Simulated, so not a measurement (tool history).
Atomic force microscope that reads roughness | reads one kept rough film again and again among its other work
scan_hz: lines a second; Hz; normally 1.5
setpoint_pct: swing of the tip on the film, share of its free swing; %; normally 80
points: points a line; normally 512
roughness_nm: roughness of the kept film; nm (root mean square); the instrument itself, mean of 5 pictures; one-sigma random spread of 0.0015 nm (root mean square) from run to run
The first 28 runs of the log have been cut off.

Run 29, hour 1119.4: usual settings but scan_hz 3.59 Hz, setpoint_pct 58 %. Result: roughness_nm 0.835 nm (root mean square).
At hour 1143.1: new tip fitted.
Run 30, hour 1171.2: usual settings but points 293. Result: roughness_nm 0.808 nm (root mean square).
Run 31, hour 1198.1: usual settings but scan_hz 1.2 Hz. Result: roughness_nm 0.828 nm (root mean square).
At hour 1239.6: new tip fitted.
Run 32, hour 1245.5: usual settings but scan_hz 1.2 Hz. Result: roughness_nm 0.833 nm (root mean square).
Run 33, hour 1297.4: usual settings but scan_hz 1.2 Hz. Result: roughness_nm 0.824 nm (root mean square).
At hour 1336.4: new tip fitted.
Run 34, hour 1346: usual settings but scan_hz 1.2 Hz, points 630. Result: roughness_nm 0.831 nm (root mean square).
Run 35, hour 1383.2: usual settings but setpoint_pct 75 %, points 353. Result: roughness_nm 0.826 nm (root mean square).
Run 36, hour 1424.4: usual settings but setpoint_pct 75 %, points 353. Result: roughness_nm 0.822 nm (root mean square).
At hour 1432.2: new tip fitted.
Run 37, hour 1452.1: usual settings but setpoint_pct 76 %, points 353. Result: roughness_nm 0.827 nm (root mean square).
Run 38, hour 1483.7: usual settings but scan_hz 2.92 Hz, points 867. Result: roughness_nm 0.735 nm (root mean square).
At hour 1527.7: new tip fitted.
Run 39, hour 1534.1: usual settings but scan_hz 2.92 Hz, points 867. Result: roughness_nm 0.736 nm (root mean square).
Run 40, hour 1588.7: usual settings but scan_hz 2.23 Hz, setpoint_pct 56 %, points 585. Result: roughness_nm 0.866 nm (root mean square).
Run 41, hour 1612.6: usual settings but scan_hz 2.23 Hz, setpoint_pct 56 %, points 585. Result: roughness_nm 0.862 nm (root mean square).
At hour 1622.6: new tip fitted.
Run 42, hour 1651.3: usual settings but scan_hz 1.58 Hz, setpoint_pct 77 %, points 585. Result: roughness_nm 0.819 nm (root mean square).
Run 43, hour 1684.8: usual settings but scan_hz 1.58 Hz, setpoint_pct 77 %, points 585. Result: roughness_nm 0.816 nm (root mean square).
Run 44, hour 1715.8: usual settings but scan_hz 2.47 Hz. Result: roughness_nm 0.747 nm (root mean square).
At hour 1721.5: new tip fitted.
Run 45, hour 1742.5: usual settings but scan_hz 2.47 Hz, setpoint_pct 70 %. Result: roughness_nm 0.813 nm (root mean square).
Run 46, hour 1771.2: usual settings but scan_hz 2.47 Hz, setpoint_pct 70 %. Result: roughness_nm 0.811 nm (root mean square).
Run 47, hour 1808.2: usual settings but scan_hz 1.73 Hz. Result: roughness_nm 0.789 nm (root mean square).
At hour 1816.8: new tip fitted.
Run 48, hour 1843.7: usual settings but scan_hz 0.73 Hz, points 315. Result: roughness_nm 0.856 nm (root mean square).
Run 49, hour 1875.8: usual settings but scan_hz 0.73 Hz, points 315. Result: roughness_nm 0.85 nm (root mean square).

Consider 5 possible next runs. They are alternatives, not a sequence: every one starts from the tool as it was left by run 49. What does each give?
Run A, hour 1899: usual settings but scan_hz 0.71 Hz, setpoint_pct 59 %, points 759. Result: roughness_nm ?.
Run B, hour 1899: usual settings but scan_hz 2 Hz, setpoint_pct 73 %, points 371. Result: roughness_nm ?.
Run C, hour 1899: usual settings but scan_hz 3.58 Hz. Result: roughness_nm ?.
Run D, hour 1899: usual settings but scan_hz 3.65 Hz, setpoint_pct 58 %, points 289. Result: roughness_nm ?.
Run E, hour 1899: usual settings but scan_hz 2.05 Hz. Result: roughness_nm ?.

run  roughness_nm
  A         0.884
  B         0.807
  C         0.697
  D         0.828
  E         0.771
With the hidden condition removed and each run's random variation left untouched, the same runs would have given:
run  roughness_nm
  A         0.902
  B         0.824
  C         0.711
  D         0.845
  E         0.787
